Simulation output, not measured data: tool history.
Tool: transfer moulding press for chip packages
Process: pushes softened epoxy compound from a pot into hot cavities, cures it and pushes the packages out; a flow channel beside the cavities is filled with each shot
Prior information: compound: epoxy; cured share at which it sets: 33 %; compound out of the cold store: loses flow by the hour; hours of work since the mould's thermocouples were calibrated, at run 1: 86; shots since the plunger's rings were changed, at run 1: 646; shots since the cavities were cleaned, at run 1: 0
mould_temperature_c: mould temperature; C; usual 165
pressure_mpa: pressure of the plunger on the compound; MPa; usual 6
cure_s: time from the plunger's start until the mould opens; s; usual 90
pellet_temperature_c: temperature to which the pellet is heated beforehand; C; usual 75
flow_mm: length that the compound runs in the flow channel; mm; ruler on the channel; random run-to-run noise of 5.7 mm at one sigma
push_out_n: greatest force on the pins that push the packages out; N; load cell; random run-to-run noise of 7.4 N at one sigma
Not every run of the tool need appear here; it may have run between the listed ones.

run   hour  mould_temperature_c  pressure_mpa  cure_s  pellet_temperature_c  hours of work since the mould's thermocouples were calibrated  shots since the plunger's rings were changed  shots since the cavities were cleaned  incoming compound's hours out of the cold store  flow_mm  push_out_n
  1      0                  165             6      90                    75                                                             86                                           646                                      0                                             13.9      637         339
      65.2  -- cavities cleaned with cleaning compound and waxed
  2   65.2                  165             6      90                    66                                                            131                                          1516                                      0                                             43.7      538         299
  3  110.4                  165             6      90                    66                                                            163                                          2133                                    617                                             23.4      587         439
     129.6  -- cavities cleaned with cleaning compound and waxed
  4  185.8                  173             6      90                    75                                                            215                                          3144                                    769                                             28.8      546         320
       193  -- cavities cleaned with cleaning compound and waxed
     256.7  -- cavities cleaned with cleaning compound and waxed
  5  265.1                  165             6     127                    75                                                            269                                          4185                                    115                                             12.4      596         248
  6  305.6                  170             6      90                    75                                                            298                                          4739                                    669                                               42      487         326
     318.6  -- cavities cleaned with cleaning compound and waxed
     364.4  -- plunger's sealing rings changed
  7  365.7                  170             6      90                    75                                                            338                                            18                                    609                                             35.9      565         329
     384.2  -- cavities cleaned with cleaning compound and waxed
  8  413.8                  170             6      90                    75                                                            371                                           655                                    405                                             43.8      536         312
     447.2  -- cavities cleaned with cleaning compound and waxed
  9  456.1                  165             6      90                    75                                                            399                                          1213                                    123                                             40.1      550         335
 10  487.1                  165             6      90                    75                                                            421                                          1636                                    546                                             28.7      581         376
     508.4  -- cavities cleaned with cleaning compound and waxed
 11  541.6                  168             6      90                    75                                                            459                                          2360                                    454                                             46.1      524         321
     550.6  -- mould's thermocouples calibrated
     572.8  -- cavities cleaned with cleaning compound and waxed
 12  608.3                  168             6      90                    75                                                             40                                          3224                                    485                                             22.9      563         342
     635.9  -- cavities cleaned with cleaning compound and waxed
 13  663.5                  165             6      90                    75                                                             78                                          3957                                    377                                             31.5      544         393
     700.7  -- cavities cleaned with cleaning compound and waxed
 14  709.4                  165             6      90                    75                                                            109                                          4563                                    119                                             18.2      568         347

Expected results for the next run?
     761.9  -- cavities cleaned with cleaning compound and waxed
 15  765.6                  165          6.03      91                    83                                                            148                                          5311                                     51                                             22.5        ?           ?

flow_mm: 540 mm
push_out_n: 303 N
If the tool had no hidden condition, the same run with the same run-to-run variation would have returned flow_mm 604 mm, push_out_n 300 N.

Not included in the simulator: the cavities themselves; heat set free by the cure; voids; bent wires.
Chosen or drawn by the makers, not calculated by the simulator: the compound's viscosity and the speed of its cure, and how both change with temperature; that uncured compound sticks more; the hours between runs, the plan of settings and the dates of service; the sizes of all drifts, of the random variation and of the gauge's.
